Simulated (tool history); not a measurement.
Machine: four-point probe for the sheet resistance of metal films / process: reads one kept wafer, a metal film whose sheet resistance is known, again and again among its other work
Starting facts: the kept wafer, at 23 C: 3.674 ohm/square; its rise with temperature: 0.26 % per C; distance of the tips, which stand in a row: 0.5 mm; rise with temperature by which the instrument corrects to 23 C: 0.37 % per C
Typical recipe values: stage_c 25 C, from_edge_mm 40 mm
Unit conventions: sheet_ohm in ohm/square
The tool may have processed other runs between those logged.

run	hour	stage_c	from_edge_mm	sheet_ohm
1	0.0	25	40	3.669538
2	70.3	25	40	3.670586
3	125.2	25	40	3.671041
4	190.1	20	40	3.692410
5	296.4	20	40	3.693874
6	383.0	30	40	3.655369
7	484.2	25	40	3.675931
8	555.8	25	40	3.677229
9	607.0	25	40	3.676589
10	709.0	25	30	3.678965
11	803.8	25	40	3.680369
12	867.5	25	4	3.710176
13	977.0	25	40	3.681330
14	1033.8	25	40	3.682732
15	1121.4	19	40	3.709466
16	1201.5	22	56	3.697556
17	1256.8	19	3	3.764053
18	1329.5	22	3	3.752343
19	1415.5	22	23	3.699398
20	1498.7	26	7	3.692738
21	1571.2	31	31	3.666179
# hour 1632.8: stage's thermometer calibrated
22	1654.0	20	18	3.703457
23	1757.3	21	41	3.700124
24	1810.0	24	24	3.688716
25	1882.0	34	28	3.650717
26	1983.2	23	37	3.695810
27	2088.3	25	15	3.688852
28	2142.5	25	5	3.707834
29	2250.2	25	5	3.709559

Forecast each of these 5 alternatives for the next run:
A	2305.3	25	17	?
B	2305.3	31	10	?
C	2305.3	25	3	?
D	2305.3	21	8	?
E	2305.3	19	5	?

run	sheet_ohm
A	3.691568
B	3.671223
C	3.744056
D	3.714183
E	3.733134
Had the tool no hidden state, the same runs would have come out as:
run	sheet_ohm
A	3.667602
B	3.647396
C	3.719777
D	3.690070
E	3.708902

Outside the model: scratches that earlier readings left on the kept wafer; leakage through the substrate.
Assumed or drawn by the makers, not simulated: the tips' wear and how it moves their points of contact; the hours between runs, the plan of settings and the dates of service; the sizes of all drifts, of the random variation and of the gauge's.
